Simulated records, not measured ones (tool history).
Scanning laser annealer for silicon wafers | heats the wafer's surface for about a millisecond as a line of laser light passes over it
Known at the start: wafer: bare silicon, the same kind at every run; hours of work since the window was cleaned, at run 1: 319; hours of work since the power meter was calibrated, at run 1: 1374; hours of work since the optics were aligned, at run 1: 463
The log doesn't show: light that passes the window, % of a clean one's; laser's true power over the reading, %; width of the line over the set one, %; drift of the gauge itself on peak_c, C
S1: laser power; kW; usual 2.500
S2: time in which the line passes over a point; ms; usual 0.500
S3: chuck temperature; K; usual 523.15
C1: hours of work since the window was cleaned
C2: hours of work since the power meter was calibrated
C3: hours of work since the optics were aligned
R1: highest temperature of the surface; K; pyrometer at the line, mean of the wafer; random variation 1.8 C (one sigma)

run 1 hour=0.0 | S1=2.500 S2=0.500 S3=523.15 | C1=319 C2=1374 C3=463 | R1=1345.15
run 2 hour=39.5 | S1=2.500 S2=0.500 S3=523.15 | C1=340 C2=1395 C3=484 | R1=1344.15
run 3 hour=86.6 | S1=2.500 S2=0.500 S3=562.15 | C1=364 C2=1419 C3=509 | R1=1379.15
run 4 hour=150.5 | S1=2.500 S2=0.500 S3=523.15 | C1=398 C2=1453 C3=542 | R1=1343.15
run 5 hour=216.6 | S1=2.500 S2=0.500 S3=523.15 | C1=433 C2=1488 C3=577 | R1=1341.15
run 6 hour=262.7 | S1=2.500 S2=0.500 S3=523.15 | C1=457 C2=1512 C3=601 | R1=1339.15
run 7 hour=336.6 | S1=2.500 S2=0.500 S3=523.15 | C1=496 C2=1551 C3=640 | R1=1338.15
run 8 hour=409.4 | S1=2.500 S2=0.508 S3=523.15 | C1=534 C2=1589 C3=678 | R1=1343.15
run 9 hour=450.2 | S1=2.500 S2=0.508 S3=523.15 | C1=555 C2=1610 C3=700 | R1=1346.15
run 10 hour=490.0 | S1=2.500 S2=0.508 S3=523.15 | C1=576 C2=1631 C3=720 | R1=1341.15
-- hour=543.7 window over the wafer cleaned
run 11 hour=551.1 | S1=2.500 S2=0.508 S3=562.15 | C1=4 C2=1662 C3=751 | R1=1400.15
run 12 hour=620.8 | S1=2.500 S2=0.508 S3=562.15 | C1=40 C2=1699 C3=788 | R1=1401.15
run 13 hour=692.8 | S1=2.500 S2=0.500 S3=523.15 | C1=78 C2=1737 C3=826 | R1=1350.15
run 14 hour=734.7 | S1=2.223 S2=0.500 S3=523.15 | C1=100 C2=1759 C3=848 | R1=1250.15
run 15 hour=771.3 | S1=2.500 S2=0.515 S3=523.15 | C1=120 C2=1778 C3=867 | R1=1363.15
run 16 hour=806.6 | S1=2.500 S2=0.500 S3=502.15 | C1=138 C2=1797 C3=886 | R1=1325.15
run 17 hour=840.3 | S1=2.500 S2=0.500 S3=508.15 | C1=156 C2=1814 C3=903 | R1=1336.15
run 18 hour=910.5 | S1=2.500 S2=0.500 S3=508.15 | C1=193 C2=1851 C3=940 | R1=1330.15
run 19 hour=971.6 | S1=2.500 S2=0.500 S3=508.15 | C1=225 C2=1883 C3=972 | R1=1332.15
run 20 hour=1035.3 | S1=2.500 S2=0.500 S3=545.15 | C1=258 C2=1917 C3=1006 | R1=1369.15
run 21 hour=1080.3 | S1=2.500 S2=0.500 S3=545.15 | C1=282 C2=1940 C3=1029 | R1=1366.15
run 22 hour=1133.3 | S1=2.196 S2=0.609 S3=522.15 | C1=310 C2=1968 C3=1057 | R1=1315.15
run 23 hour=1179.9 | S1=2.196 S2=0.609 S3=522.15 | C1=334 C2=1993 C3=1082 | R1=1310.15
run 24 hour=1247.6 | S1=2.196 S2=0.609 S3=522.15 | C1=370 C2=2028 C3=1117 | R1=1311.15
run 25 hour=1306.5 | S1=2.179 S2=0.500 S3=553.15 | C1=401 C2=2059 C3=1148 | R1=1256.15
run 26 hour=1367.7 | S1=2.527 S2=0.520 S3=553.15 | C1=433 C2=2091 C3=1180 | R1=1397.15
-- hour=1404.5 optics aligned, line set to its width
run 27 hour=1441.1 | S1=2.164 S2=0.500 S3=551.15 | C1=469 C2=2127 C3=19 | R1=1255.15
run 28 hour=1496.8 | S1=2.240 S2=0.398 S3=561.15 | C1=498 C2=2156 C3=48 | R1=1207.15
run 29 hour=1529.5 | S1=2.384 S2=0.368 S3=490.15 | C1=515 C2=2174 C3=66 | R1=1153.15
run 30 hour=1604.1 | S1=2.384 S2=0.460 S3=490.15 | C1=554 C2=2213 C3=105 | R1=1236.15
run 31 hour=1650.5 | S1=2.554 S2=0.395 S3=541.15 | C1=579 C2=2237 C3=129 | R1=1280.15
run 32 hour=1694.2 | S1=2.554 S2=0.395 S3=541.15 | C1=602 C2=2260 C3=152 | R1=1278.15
-- hour=1702.8 window over the wafer cleaned
run 33 hour=1735.4 | S1=2.554 S2=0.395 S3=541.15 | C1=17 C2=2281 C3=173 | R1=1295.15
run 34 hour=1778.3 | S1=2.518 S2=0.398 S3=489.15 | C1=40 C2=2303 C3=195 | R1=1232.15
run 35 hour=1843.4 | S1=2.618 S2=0.473 S3=496.15 | C1=74 C2=2337 C3=229 | R1=1348.15
run 36 hour=1914.5 | S1=2.618 S2=0.522 S3=495.15 | C1=111 C2=2375 C3=267 | R1=1391.15
run 37 hour=1968.0 | S1=2.618 S2=0.522 S3=495.15 | C1=139 C2=2403 C3=295 | R1=1389.15
run 38 hour=2042.6 | S1=2.618 S2=0.522 S3=495.15 | C1=178 C2=2442 C3=334 | R1=1389.15
run 39 hour=2110.3 | S1=2.350 S2=0.500 S3=516.15 | C1=214 C2=2477 C3=370 | R1=1291.15
run 40 hour=2147.0 | S1=2.350 S2=0.500 S3=516.15 | C1=233 C2=2497 C3=389 | R1=1290.15
run 41 hour=2198.5 | S1=2.350 S2=0.500 S3=516.15 | C1=260 C2=2524 C3=416 | R1=1287.15

Some steps in R1 between neighbouring runs. How much of each would the tool show without its hidden state too (settings, what came in, random variation), and how much is left for the hidden state, with any gauge scatter that isn't in both results?
Run 10 -> 11: S3 523.15 -> 562.15, window over the wafer cleaned. R1 +59.00 K: hidden state +17.00, all else +42.00.
Run 25 -> 26: S1 2.179 -> 2.527, S2 0.500 -> 0.520. R1 +141.00 K: hidden state -3.00, all else +144.00.
Run 26 -> 27: S1 2.527 -> 2.164, S2 0.520 -> 0.500, S3 553.15 -> 551.15, optics aligned, line set to its width. R1 -142.00 K: hidden state +10.00, all else -152.00.
Run 32 -> 33: window over the wafer cleaned. R1 +17.00 K: hidden state +14.00, all else +3.00.
Run 34 -> 35: S1 2.518 -> 2.618, S2 0.398 -> 0.473, S3 489.15 -> 496.15. R1 +116.00 K: hidden state -1.00, all else +117.00.
